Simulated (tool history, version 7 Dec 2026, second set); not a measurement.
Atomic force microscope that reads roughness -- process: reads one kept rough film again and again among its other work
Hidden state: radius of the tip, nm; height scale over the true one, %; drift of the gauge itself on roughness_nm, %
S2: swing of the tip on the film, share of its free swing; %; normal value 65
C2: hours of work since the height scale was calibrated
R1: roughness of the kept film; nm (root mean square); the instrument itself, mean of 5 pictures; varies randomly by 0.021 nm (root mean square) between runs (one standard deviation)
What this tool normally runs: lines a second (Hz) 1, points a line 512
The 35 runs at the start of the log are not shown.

Run 36, hour 1564.4: usual settings but lines a second (Hz) 0.96, S2 61 %, points a line 658; pictures with this tip 115; C2 278. Result: R1 4.861 nm (root mean square).
Run 37, hour 1615: usual settings but lines a second (Hz) 1.07; pictures with this tip 158; C2 300. Result: R1 4.77 nm (root mean square).
Run 38, hour 1666.3: usual settings but lines a second (Hz) 0.94, S2 87 %, points a line 1002; pictures with this tip 201; C2 323. Result: R1 4.389 nm (root mean square).
At hour 1715.7: new tip fitted.
Run 39, hour 1716.9: usual settings but lines a second (Hz) 0.97, S2 61 %, points a line 317; pictures with this tip 1; C2 346. Result: R1 5.076 nm (root mean square).
Run 40, hour 1764.9: usual settings but lines a second (Hz) 0.97, S2 61 %, points a line 317; pictures with this tip 42; C2 367. Result: R1 4.991 nm (root mean square).
Run 41, hour 1814.8: usual settings but lines a second (Hz) 1.47, S2 75 %, points a line 581; pictures with this tip 84; C2 390. Result: R1 4.644 nm (root mean square).
Run 42, hour 1853.8: usual settings but lines a second (Hz) 0.97, S2 60 %, points a line 273; pictures with this tip 117; C2 407. Result: R1 4.854 nm (root mean square).
Run 43, hour 1889.8: usual settings but lines a second (Hz) 3.99, S2 89 %; pictures with this tip 147; C2 423. Result: R1 3.346 nm (root mean square).
Run 44, hour 1926.2: usual settings but lines a second (Hz) 3.99, S2 89 %; pictures with this tip 178; C2 440. Result: R1 3.286 nm (root mean square).
Run 45, hour 1957.6: usual settings but lines a second (Hz) 3.19, S2 58 %; pictures with this tip 205; C2 454. Result: R1 4.468 nm (root mean square).
Run 46, hour 1990.6: usual settings but lines a second (Hz) 3.19, S2 60 %, points a line 998; pictures with this tip 233; C2 469. Result: R1 4.365 nm (root mean square).
At hour 2001.8: new tip fitted.
Run 47, hour 2039.9: usual settings but lines a second (Hz) 3.19, S2 60 %, points a line 998; pictures with this tip 32; C2 491. Result: R1 4.797 nm (root mean square).
Run 48, hour 2066.7: usual settings but lines a second (Hz) 3.19, S2 60 %, points a line 998; pictures with this tip 54; C2 503. Result: R1 4.744 nm (root mean square).
Run 49, hour 2117.8: usual settings but lines a second (Hz) 3.19, S2 60 %, points a line 998; pictures with this tip 98; C2 526. Result: R1 4.634 nm (root mean square).
Run 50, hour 2178.3: usual settings but lines a second (Hz) 2.01, S2 57 %, points a line 490; pictures with this tip 149; C2 553. Result: R1 4.664 nm (root mean square).
Run 51, hour 2231.8: usual settings but lines a second (Hz) 2.27, S2 57 %, points a line 519; pictures with this tip 194; C2 577. Result: R1 4.565 nm (root mean square).
Run 52, hour 2274.1: usual settings but lines a second (Hz) 1.93, S2 72 %; pictures with this tip 230; C2 596. Result: R1 4.28 nm (root mean square).

Each row is a separate what-if for the run after 52, all from the same tool condition, not one after another. Results?
At hour 2288.1: new tip fitted.
Run A, hour 2329.7: usual settings but lines a second (Hz) 0.57, S2 72 %, points a line 400; pictures with this tip 35; C2 621. Result: R1 ?.
At hour 2288.1: new tip fitted.
Run B, hour 2329.7: usual settings but lines a second (Hz) 1.15, S2 77 %, points a line 322; pictures with this tip 35; C2 621. Result: R1 ?.
At hour 2288.1: new tip fitted.
Run C, hour 2329.7: usual settings but lines a second (Hz) 0.84, points a line 745; pictures with this tip 35; C2 621. Result: R1 ?.

run     R1
  A  4.994
  B  4.715
  C  5.036
The same runs, with their run-to-run variation unchanged, on a tool lacking any hidden condition would have given:
run     R1
  A  5.088
  B  4.804
  C   5.13
